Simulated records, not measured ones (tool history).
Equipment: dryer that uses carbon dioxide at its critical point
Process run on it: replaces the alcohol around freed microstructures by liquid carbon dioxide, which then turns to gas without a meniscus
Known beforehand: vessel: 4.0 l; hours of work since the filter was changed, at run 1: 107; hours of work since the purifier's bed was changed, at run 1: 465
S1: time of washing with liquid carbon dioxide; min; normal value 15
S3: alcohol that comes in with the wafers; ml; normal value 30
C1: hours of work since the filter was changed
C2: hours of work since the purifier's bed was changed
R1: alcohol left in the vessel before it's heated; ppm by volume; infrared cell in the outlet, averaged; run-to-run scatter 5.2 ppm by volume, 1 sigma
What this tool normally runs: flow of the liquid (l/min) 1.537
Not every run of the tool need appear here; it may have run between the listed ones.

{"run": 1, "hour": 0.0, "S1": 15, "flow of the liquid (l/min)": 1.537, "S3": 30, "C1": 107, "C2": 465, "R1": 185}
{"run": 2, "hour": 40.8, "S1": 15, "flow of the liquid (l/min)": 1.537, "S3": 30, "C1": 132, "C2": 490, "R1": 192}
{"run": 3, "hour": 84.1, "S1": 15, "flow of the liquid (l/min)": 1.537, "S3": 30, "C1": 159, "C2": 517, "R1": 209}
{"run": 4, "hour": 110.3, "S1": 15, "flow of the liquid (l/min)": 1.537, "S3": 30, "C1": 175, "C2": 533, "R1": 219}
{"run": 5, "hour": 133.3, "S1": 15, "flow of the liquid (l/min)": 1.537, "S3": 30, "C1": 190, "C2": 548, "R1": 214}
{"run": 6, "hour": 179.2, "S1": 15, "flow of the liquid (l/min)": 1.06, "S3": 30, "C1": 218, "C2": 576, "R1": 565}
{"run": 7, "hour": 202.4, "S1": 15, "flow of the liquid (l/min)": 1.94, "S3": 30, "C1": 232, "C2": 590, "R1": 139}
{"run": 8, "hour": 224.0, "S1": 15, "flow of the liquid (l/min)": 1.94, "S3": 30, "C1": 246, "C2": 603, "R1": 146}
{"hour": 245.1, "done": "inlet filter changed"}
{"run": 9, "hour": 262.2, "S1": 15, "flow of the liquid (l/min)": 1.94, "S3": 30, "C1": 11, "C2": 626, "R1": 130}
{"run": 10, "hour": 290.9, "S1": 15, "flow of the liquid (l/min)": 1.537, "S3": 53, "C1": 28, "C2": 644, "R1": 274}
{"run": 11, "hour": 325.7, "S1": 15, "flow of the liquid (l/min)": 1.537, "S3": 30, "C1": 50, "C2": 666, "R1": 198}
{"run": 12, "hour": 365.6, "S1": 15, "flow of the liquid (l/min)": 1.537, "S3": 30, "C1": 74, "C2": 690, "R1": 208}
{"run": 13, "hour": 402.2, "S1": 15, "flow of the liquid (l/min)": 1.537, "S3": 30, "C1": 97, "C2": 713, "R1": 219}
{"run": 14, "hour": 439.8, "S1": 13, "flow of the liquid (l/min)": 1.537, "S3": 104, "C1": 120, "C2": 736, "R1": 815}
{"run": 15, "hour": 474.7, "S1": 19, "flow of the liquid (l/min)": 1.09, "S3": 79, "C1": 142, "C2": 758, "R1": 576}
{"run": 16, "hour": 504.0, "S1": 19, "flow of the liquid (l/min)": 1.09, "S3": 79, "C1": 160, "C2": 776, "R1": 600}
{"run": 17, "hour": 538.9, "S1": 15, "flow of the liquid (l/min)": 1.09, "S3": 33, "C1": 181, "C2": 797, "R1": 571}
{"run": 18, "hour": 570.8, "S1": 15, "flow of the liquid (l/min)": 1.09, "S3": 33, "C1": 201, "C2": 817, "R1": 591}
{"run": 19, "hour": 595.8, "S1": 22, "flow of the liquid (l/min)": 1.1, "S3": 24, "C1": 217, "C2": 832, "R1": 222}
{"run": 20, "hour": 617.3, "S1": 15, "flow of the liquid (l/min)": 1.14, "S3": 101, "C1": 230, "C2": 846, "R1": 1452}
{"hour": 661.5, "done": "inlet filter changed"}
{"run": 21, "hour": 666.3, "S1": 23, "flow of the liquid (l/min)": 1.537, "S3": 30, "C1": 3, "C2": 875, "R1": 144}
{"run": 22, "hour": 700.4, "S1": 23, "flow of the liquid (l/min)": 1.537, "S3": 30, "C1": 24, "C2": 897, "R1": 148}

Forecast each of these 4 alternatives for the next run:
{"run": "A", "hour": 730.0, "S1": 15, "flow of the liquid (l/min)": 1.43, "S3": 30, "C1": 42, "C2": 915, "R1": "?"}
{"run": "B", "hour": 730.0, "S1": 22, "flow of the liquid (l/min)": 1.537, "S3": 30, "C1": 42, "C2": 915, "R1": "?"}
{"run": "C", "hour": 730.0, "S1": 10, "flow of the liquid (l/min)": 1.537, "S3": 30, "C1": 42, "C2": 915, "R1": "?"}
{"run": "D", "hour": 730.0, "S1": 13, "flow of the liquid (l/min)": 1.537, "S3": 30, "C1": 42, "C2": 915, "R1": "?"}

run=A R1=270
run=B R1=153
run=C R1=556
run=D R1=319
The same runs, with their run-to-run variation unchanged, on a tool lacking any hidden condition would have given:
run=A R1=126
run=B R1=17
run=C R1=398
run=D R1=169

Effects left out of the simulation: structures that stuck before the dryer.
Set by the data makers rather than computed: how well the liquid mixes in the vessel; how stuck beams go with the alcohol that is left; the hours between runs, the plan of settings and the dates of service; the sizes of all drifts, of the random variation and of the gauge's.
